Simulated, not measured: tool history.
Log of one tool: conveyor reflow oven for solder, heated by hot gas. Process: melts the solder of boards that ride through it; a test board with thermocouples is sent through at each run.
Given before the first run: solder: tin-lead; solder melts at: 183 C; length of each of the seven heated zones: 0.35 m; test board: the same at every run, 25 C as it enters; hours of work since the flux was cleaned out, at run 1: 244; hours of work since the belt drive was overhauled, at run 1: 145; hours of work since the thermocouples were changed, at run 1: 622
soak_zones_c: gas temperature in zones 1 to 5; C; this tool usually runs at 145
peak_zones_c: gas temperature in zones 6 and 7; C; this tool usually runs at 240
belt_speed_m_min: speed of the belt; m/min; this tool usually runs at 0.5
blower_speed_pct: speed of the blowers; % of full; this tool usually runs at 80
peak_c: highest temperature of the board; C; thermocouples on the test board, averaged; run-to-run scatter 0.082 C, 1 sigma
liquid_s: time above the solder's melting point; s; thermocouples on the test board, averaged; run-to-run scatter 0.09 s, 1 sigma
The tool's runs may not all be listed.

run,day,soak_zones_c,peak_zones_c,belt_speed_m_min,blower_speed_pct,hours of work since the flux was cleaned out,hours of work since the belt drive was overhauled,hours of work since the thermocouples were changed,peak_c,liquid_s
1,0,145,240,0.5,80,244,145,622,228.48,74.08
2,1.558,145,240,0.5,80,260,161,637,228.22,74.1
3,3.575,145,240,0.5,80,280,181,657,228.14,74.03
4,6.721,145,240,0.5,80,311,212,688,228.23,74.09
5,8.862,145,240,0.5,80,332,233,709,228.09,74.18
6,10.288,145,240,0.56,80,346,247,723,224.52,63.86
7,12.233,145,240,0.5,70,365,266,743,225.76,72.32
8,14.288,145,240,0.5,70,386,287,763,225.63,72.51
9,17.433,133,240,0.5,80,417,318,794,226.05,68.51
10,20.767,133,240,0.5,80,450,351,827,225.89,68.48
11,23.083,145,240,0.5,80,473,374,850,227.62,73.88
# day 23.475: flux residue cleaned out of gas plates and filters
12,25.075,145,240,0.5,71,16,391,868,227.83,74.12
13,27.483,145,240,0.536,80,40,415,891,227.92,69.14
14,30.038,155,240,0.5,80,65,441,917,231.15,80.21
15,31.775,155,240,0.5,80,82,458,934,231.04,80.24
16,34.229,153,246,0.5,71,106,482,958,234.17,80.92
17,36.825,153,246,0.5,71,132,508,984,233.94,81.02
18,40.133,138,243,0.41,60,165,540,1017,231.95,90.79
19,42.308,157,241,0.572,67,186,562,1038,225.06,67.77
20,43.879,157,231,0.516,67,202,577,1054,219.64,72.02
21,46.729,157,232,0.469,67,230,606,1082,222.79,81.75
# day 49.108: thermocouples of zones 6 and 7 changed
22,49.304,140,249,0.453,72,255,630,2,236.1,85.21
23,51.542,145,245,0.462,55,277,652,24,227.71,80.39
24,53.125,157,245,0.465,55,293,668,40,229.54,86.91
25,54.667,151,231,0.5,80,308,683,55,220.32,72.44
26,57.867,134,231,0.5,80,339,715,87,217.89,63.58
27,59.279,137,244,0.569,86,353,729,101,227.01,62.17
28,61.608,130,236,0.408,89,376,752,124,228.7,87.26
# day 62.958: belt drive overhauled, speed set with a stopwatch
29,64.4,145,240,0.472,89,402,14,150,230.05,79.69
30,66.104,145,240,0.472,89,419,31,167,230.03,79.44

Measured less the same run without the tool's hidden state. The same run-to-run variation is in both; the gauge's scatter may not be:
Hidden state present: heat that the gas passes to the board, % of a clean oven's; belt's true speed, % of the reading; true gas temperature in zones 6 and 7 over the reading, C; drift of the gauge itself on peak_c, C; drift of the gauge itself on liquid_s, %.
run,peak_c,liquid_s
1,+0.02,+0.06
2,-0.03,+0.04
3,-0.08,+0.04
4,-0.17,+0.01
5,-0.23,+0.01
6,-0.56,-0.27
7,-0.3,-0.04
8,-0.35,-0.05
9,-0.71,-0.41
10,-0.81,-0.45
11,-0.62,-0.06
12,+1.59,+1.5
13,+1.49,+1.36
14,+1.49,+1.39
15,+1.45,+1.41
16,+1.38,+1.44
17,+1.32,+1.47
18,+1.43,+1.86
19,+1.05,+1.29
20,+1.2,+1.49
21,+1.27,+1.68
22,-0.61,+0.7
23,-0.44,+0.66
24,-0.37,+0.9
25,-0.66,+0.3
26,-0.98,-0.29
27,-1.41,-0.06
28,-0.72,+0.32
29,-1.29,-0.78
30,-1.34,-0.79

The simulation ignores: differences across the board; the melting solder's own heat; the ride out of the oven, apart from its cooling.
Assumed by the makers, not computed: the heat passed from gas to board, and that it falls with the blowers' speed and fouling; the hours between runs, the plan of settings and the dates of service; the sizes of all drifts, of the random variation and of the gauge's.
